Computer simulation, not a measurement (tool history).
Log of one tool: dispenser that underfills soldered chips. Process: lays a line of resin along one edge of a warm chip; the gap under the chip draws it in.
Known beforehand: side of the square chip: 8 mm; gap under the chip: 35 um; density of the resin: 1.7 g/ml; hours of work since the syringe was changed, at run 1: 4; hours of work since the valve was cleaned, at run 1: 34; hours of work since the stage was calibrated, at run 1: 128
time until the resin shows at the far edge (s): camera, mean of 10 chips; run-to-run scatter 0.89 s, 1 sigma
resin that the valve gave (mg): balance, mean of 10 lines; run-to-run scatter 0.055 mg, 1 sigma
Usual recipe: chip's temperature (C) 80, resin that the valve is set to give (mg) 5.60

run	day	chip's temperature (C)	resin that the valve is set to give (mg)	hours of work since the syringe was changed	hours of work since the valve was cleaned	hours of work since the stage was calibrated	time until the resin shows at the far edge (s)	resin that the valve gave (mg)
1	0.000	80	5.60	4	34	128	110.9	5.50
# day 0.129: new syringe of resin
2	0.179	80	5.60	1	37	131	91.2	5.54
3	0.433	80	5.60	6	42	136	125.0	5.31
# day 0.462: new syringe of resin
4	0.621	80	5.60	3	45	139	108.6	5.41
5	0.754	80	5.60	5	48	142	124.8	5.40
# day 0.792: new syringe of resin
6	1.000	80	5.60	4	52	146	111.2	5.34
# day 1.129: new syringe of resin
7	1.129	80	5.60	0	54	148	90.9	5.31
8	1.296	80	5.60	3	57	151	105.7	5.29
# day 1.467: new syringe of resin
9	1.512	86	5.60	1	61	155	71.3	5.22
10	1.633	78	5.60	3	63	157	115.9	5.30
# day 1.812: new syringe of resin
11	1.812	80	5.60	0	66	160	89.2	5.29
12	2.067	80	6.37	5	71	165	115.6	6.03
# day 2.158: new syringe of resin
13	2.204	80	6.37	1	74	167	93.1	5.97
14	2.333	71	5.60	3	76	170	166.3	5.37
# day 2.488: new syringe of resin
15	2.571	71	5.60	1	80	174	150.5	5.16
16	2.729	71	5.50	4	83	177	182.6	5.04
# day 2.833: new syringe of resin
17	3.008	80	5.60	3	88	182	110.3	5.15
# day 3.171: new syringe of resin
# day 3.233: dispensing valve cleaned and set on the balance
18	3.233	80	5.60	0	0	185	90.8	5.63
19	3.450	84	5.28	4	4	189	98.1	5.30
# day 3.550: new syringe of resin
20	3.717	84	5.28	3	9	194	90.5	5.26
# day 3.883: new syringe of resin
21	4.000	68	5.60	2	14	199	178.9	5.58
# day 4.221: new syringe of resin
22	4.262	68	6.56	1	18	204	165.0	6.44
23	4.388	87	5.56	3	21	206	80.7	5.53
# day 4.558: new syringe of resin
24	4.567	73	5.75	0	24	209	123.7	5.67
25	4.708	73	5.75	3	26	212	146.6	5.62
# day 4.896: new syringe of resin
26	4.925	76	5.23	1	30	215	110.9	5.08
27	5.192	78	4.92	5	35	220	140.6	4.82
# day 5.229: new syringe of resin
28	5.446	78	4.92	4	40	225	132.6	4.71
# day 5.567: new syringe of resin
29	5.608	78	5.32	1	42	228	107.1	5.10
30	5.733	69	6.80	3	45	230	182.5	6.50
31	5.850	77	5.76	5	47	232	143.9	5.53
# day 5.908: new syringe of resin
32	6.054	86	5.16	3	51	236	83.5	4.96
# day 6.233: new syringe of resin
33	6.271	80	5.47	1	54	239	95.6	5.18
34	6.396	72	6.25	3	57	242	157.8	5.92
# day 6.575: new syringe of resin
35	6.629	72	6.25	1	61	246	139.6	6.00

For some of the steps in time until the resin shows at the far edge (s) from one run to the next: how much would appear even if the tool had no hidden state, given the settings, what came in and random variation, and how much remains for the hidden state plus any gauge scatter that the measured result and the result without hidden state don't share?
Hidden state at play: resin's viscosity, % of fresh resin's; dose that the valve gives, % of what is set; true chip temperature over the reading, C; drift of the gauge itself on fill_s, %; drift of the gauge itself on given_mg, %.
Run 2 -> 3: no setting changed, nothing entered. time until the resin shows at the far edge (s) +33.8: hidden state +31.4, all else +2.4.
Run 20 -> 21: chip's temperature (C) 84 -> 68, resin that the valve is set to give (mg) 5.28 -> 5.60, new syringe of resin. time until the resin shows at the far edge (s) +88.4: hidden state +12.6, all else +75.8.
Run 22 -> 23: chip's temperature (C) 68 -> 87, resin that the valve is set to give (mg) 6.56 -> 5.56. time until the resin shows at the far edge (s) -84.3: hidden state -1.0, all else -83.3.
Run 26 -> 27: chip's temperature (C) 76 -> 78, resin that the valve is set to give (mg) 5.23 -> 4.92. time until the resin shows at the far edge (s) +29.7: hidden state +36.0, all else -6.3.
Run 29 -> 30: chip's temperature (C) 78 -> 69, resin that the valve is set to give (mg) 5.32 -> 6.80. time until the resin shows at the far edge (s) +75.4: hidden state +30.8, all else +44.6.
